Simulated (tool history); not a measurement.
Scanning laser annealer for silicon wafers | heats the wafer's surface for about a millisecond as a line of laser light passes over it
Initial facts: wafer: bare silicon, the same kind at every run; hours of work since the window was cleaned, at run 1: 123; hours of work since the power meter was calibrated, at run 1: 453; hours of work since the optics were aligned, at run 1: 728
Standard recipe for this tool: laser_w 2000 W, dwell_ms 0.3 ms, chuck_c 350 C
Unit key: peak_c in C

run	hour	laser_w	dwell_ms	chuck_c	hours of work since the window was cleaned	hours of work since the power meter was calibrated	hours of work since the optics were aligned	peak_c
1	0	2000	0.3	350	123	453	728	1071
2	69.3	2000	0.3	350	170	500	775	1072
3	130.1	2000	0.3	350	212	541	816	1069
# hour 150.2: optics aligned, line set to its width
4	182.4	2000	0.3	350	244	573	22	1074
5	222.1	2000	0.38	350	271	600	49	1164
6	269.6	2000	0.38	350	303	633	81	1161
7	315	2000	0.38	350	334	664	112	1166
8	382.2	2000	0.3	383	380	709	158	1103
9	446.6	2000	0.3	363	424	753	202	1084
10	485.8	2000	0.3	363	451	780	229	1084
11	552.2	1782	0.3	350	496	825	274	995
12	622	1782	0.3	350	543	873	321	999
13	679.7	2000	0.351	350	583	912	361	1132
14	736.5	2000	0.3	350	621	951	399	1070
15	786.1	2000	0.3	350	655	985	433	1071
16	860.7	2000	0.3	350	706	1035	484	1070

Predict the results of run 17:
17	905.9	1900	0.291	366	737	1066	515	?

{"run 17": {"peak_c": 1041}}
Without the tool's hidden state the same run would have given peak_c 1042 C.
